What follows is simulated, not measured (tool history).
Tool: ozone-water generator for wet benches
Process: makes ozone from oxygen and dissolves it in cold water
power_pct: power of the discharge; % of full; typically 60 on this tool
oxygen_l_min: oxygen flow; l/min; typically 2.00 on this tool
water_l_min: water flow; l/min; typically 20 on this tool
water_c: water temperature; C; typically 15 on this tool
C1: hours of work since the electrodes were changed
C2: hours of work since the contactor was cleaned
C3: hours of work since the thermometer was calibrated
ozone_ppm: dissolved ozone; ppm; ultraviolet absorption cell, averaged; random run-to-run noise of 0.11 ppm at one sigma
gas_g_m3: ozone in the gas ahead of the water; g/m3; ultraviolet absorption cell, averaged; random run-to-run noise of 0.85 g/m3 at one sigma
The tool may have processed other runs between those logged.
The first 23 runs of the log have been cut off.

Run 24, day 31.796: usual settings but water_l_min 14 l/min, water_c 22 C; C1 767; C2 4309; C3 3911. Result: ozone_ppm 8.3 ppm, gas_g_m3 134.3 g/m3.
Run 25, day 33.054: usual settings but power_pct 53 % of full, oxygen_l_min 2.31 l/min, water_l_min 18 l/min, water_c 11 C; C1 795; C2 4337; C3 3939. Result: ozone_ppm 6.6 ppm, gas_g_m3 115.1 g/m3.
Run 26, day 34.146: usual settings but power_pct 94 % of full, oxygen_l_min 2.02 l/min, water_c 8 C; C1 819; C2 4361; C3 3963. Result: ozone_ppm 8.4 ppm, gas_g_m3 177.9 g/m3.
Run 27, day 35.117: usual settings but power_pct 94 % of full, oxygen_l_min 2.02 l/min, water_c 8 C; C1 841; C2 4383; C3 3985. Result: ozone_ppm 8.3 ppm, gas_g_m3 177.4 g/m3.
Run 28, day 36.321: usual settings but power_pct 94 % of full, oxygen_l_min 2.02 l/min, water_c 8 C; C1 868; C2 4410; C3 4012. Result: ozone_ppm 8.6 ppm, gas_g_m3 178.5 g/m3.
Run 29, day 37.746: usual settings but power_pct 71 % of full, oxygen_l_min 2.02 l/min, water_c 8 C; C1 900; C2 4442; C3 4044. Result: ozone_ppm 6.9 ppm, gas_g_m3 149.4 g/m3.
Run 30, day 38.708: usual settings but power_pct 99 % of full, water_c 20 C; C1 921; C2 4463; C3 4065. Result: ozone_ppm 8.0 ppm, gas_g_m3 183.5 g/m3.
Run 31, day 40.088: usual settings but power_pct 86 % of full, water_l_min 17 l/min, water_c 20 C; C1 952; C2 4494; C3 4096. Result: ozone_ppm 8.7 ppm, gas_g_m3 167.5 g/m3.
Run 32, day 41.183: usual settings but oxygen_l_min 2.28 l/min, water_c 10 C; C1 977; C2 4519; C3 4121. Result: ozone_ppm 6.3 ppm, gas_g_m3 124.1 g/m3.
Run 33, day 42.104: usual settings but power_pct 96 % of full, oxygen_l_min 1.23 l/min, water_l_min 28 l/min; C1 997; C2 4539; C3 4141. Result: ozone_ppm 4.5 ppm, gas_g_m3 228.0 g/m3.

Consider 4 possible next runs. They are alternatives, not a sequence: every one starts from the tool as it was left by run 33. What does each give?
Run A, day 43.721: usual settings but water_l_min 27 l/min; C1 1033; C2 4575; C3 4177. Result: ozone_ppm ?, gas_g_m3 ?.
Run B, day 43.721: usual settings but power_pct 84 % of full, oxygen_l_min 2.23 l/min, water_l_min 28 l/min, water_c 8 C; C1 1033; C2 4575; C3 4177. Result: ozone_ppm ?, gas_g_m3 ?.
Run C, day 43.721: usual settings but water_c 18 C; C1 1033; C2 4575; C3 4177. Result: ozone_ppm ?, gas_g_m3 ?.
Run D, day 43.721: usual settings but power_pct 96 % of full, oxygen_l_min 1.21 l/min, water_l_min 28 l/min; C1 1033; C2 4575; C3 4177. Result: ozone_ppm ?, gas_g_m3 ?.

run  ozone_ppm  gas_g_m3
  A        4.2     134.3
  B        5.3     157.4
  C        5.9     133.7
  D        4.6     231.3
Stripped of hidden state, with their random variation kept, the same runs would have yielded:
run  ozone_ppm  gas_g_m3
  A        4.4     137.1
  B        5.6     161.6
  C        6.2     136.6
  D        4.8     238.0

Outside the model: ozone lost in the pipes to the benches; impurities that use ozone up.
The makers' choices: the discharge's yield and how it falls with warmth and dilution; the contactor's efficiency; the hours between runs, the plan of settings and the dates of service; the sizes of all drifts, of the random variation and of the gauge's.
